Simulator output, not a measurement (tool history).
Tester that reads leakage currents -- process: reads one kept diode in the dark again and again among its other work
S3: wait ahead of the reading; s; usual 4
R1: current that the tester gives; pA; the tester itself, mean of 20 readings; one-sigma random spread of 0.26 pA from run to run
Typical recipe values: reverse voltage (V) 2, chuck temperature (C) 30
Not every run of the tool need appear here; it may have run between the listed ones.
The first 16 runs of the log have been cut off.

{"run": 17, "hour": 1189.3, "reverse voltage (V)": 2, "chuck temperature (C)": 30, "S3": 0.55, "R1": 82.25}
{"run": 18, "hour": 1236.3, "reverse voltage (V)": 1.5, "chuck temperature (C)": 30, "S3": 4, "R1": 70.03}
{"run": 19, "hour": 1330.0, "reverse voltage (V)": 1.5, "chuck temperature (C)": 30, "S3": 4, "R1": 69.5}
{"run": 20, "hour": 1412.0, "reverse voltage (V)": 2, "chuck temperature (C)": 42, "S3": 4, "R1": 218.83}
{"run": 21, "hour": 1464.0, "reverse voltage (V)": 14.5, "chuck temperature (C)": 23, "S3": 1.18, "R1": 139.4}
{"run": 22, "hour": 1570.6, "reverse voltage (V)": 14.5, "chuck temperature (C)": 23, "S3": 1.18, "R1": 139.77}
{"run": 23, "hour": 1669.4, "reverse voltage (V)": 2.11, "chuck temperature (C)": 23, "S3": 1.18, "R1": 45.66}
{"run": 24, "hour": 1724.6, "reverse voltage (V)": 2, "chuck temperature (C)": 34, "S3": 4, "R1": 112.47}
{"run": 25, "hour": 1826.4, "reverse voltage (V)": 2, "chuck temperature (C)": 34, "S3": 4, "R1": 112.39}
{"run": 26, "hour": 1886.9, "reverse voltage (V)": 2, "chuck temperature (C)": 38, "S3": 0.94, "R1": 155.67}
{"run": 27, "hour": 1964.0, "reverse voltage (V)": 10.6, "chuck temperature (C)": 56, "S3": 4, "R1": 1537.21}
{"run": 28, "hour": 2029.4, "reverse voltage (V)": 1.22, "chuck temperature (C)": 45, "S3": 2.02, "R1": 208.22}
{"run": 29, "hour": 2114.8, "reverse voltage (V)": 4.01, "chuck temperature (C)": 38, "S3": 8.78, "R1": 225.33}
{"hour": 2177.9, "done": "probe card cleaned and baked"}
{"run": 30, "hour": 2211.1, "reverse voltage (V)": 4.01, "chuck temperature (C)": 38, "S3": 8.78, "R1": 215.66}
{"hour": 2231.8, "done": "chuck's temperature calibrated"}
{"run": 31, "hour": 2275.0, "reverse voltage (V)": 1.7, "chuck temperature (C)": 30, "S3": 5.81, "R1": 77.87}
{"run": 32, "hour": 2365.7, "reverse voltage (V)": 2, "chuck temperature (C)": 26, "S3": 0.34, "R1": 60.07}
{"run": 33, "hour": 2439.3, "reverse voltage (V)": 7.91, "chuck temperature (C)": 23, "S3": 4, "R1": 94.44}
{"run": 34, "hour": 2541.9, "reverse voltage (V)": 1.63, "chuck temperature (C)": 35, "S3": 4.84, "R1": 114.67}
{"run": 35, "hour": 2651.4, "reverse voltage (V)": 1.54, "chuck temperature (C)": 59, "S3": 1.56, "R1": 731.05}
{"run": 36, "hour": 2707.6, "reverse voltage (V)": 1.54, "chuck temperature (C)": 59, "S3": 1.56, "R1": 727.36}
{"run": 37, "hour": 2787.1, "reverse voltage (V)": 1.54, "chuck temperature (C)": 53, "S3": 1.56, "R1": 466.24}
{"run": 38, "hour": 2837.2, "reverse voltage (V)": 16.61, "chuck temperature (C)": 47, "S3": 0.45, "R1": 1041.37}

Here are 3 independent what-if runs from the current tool condition. What would each one return?
{"run": "A", "hour": 2923.5, "reverse voltage (V)": 1.85, "chuck temperature (C)": 21, "S3": 2.26, "R1": "?"}
{"run": "B", "hour": 2923.5, "reverse voltage (V)": 19.02, "chuck temperature (C)": 47, "S3": 1.58, "R1": "?"}
{"run": "C", "hour": 2923.5, "reverse voltage (V)": 1.04, "chuck temperature (C)": 30, "S3": 9.78, "R1": "?"}

run=A R1=36.04
run=B R1=1118.9
run=C R1=58.14
With no hidden state in the tool, these same runs would have given:
run=A R1=35.9
run=B R1=1136.62
run=C R1=59.14

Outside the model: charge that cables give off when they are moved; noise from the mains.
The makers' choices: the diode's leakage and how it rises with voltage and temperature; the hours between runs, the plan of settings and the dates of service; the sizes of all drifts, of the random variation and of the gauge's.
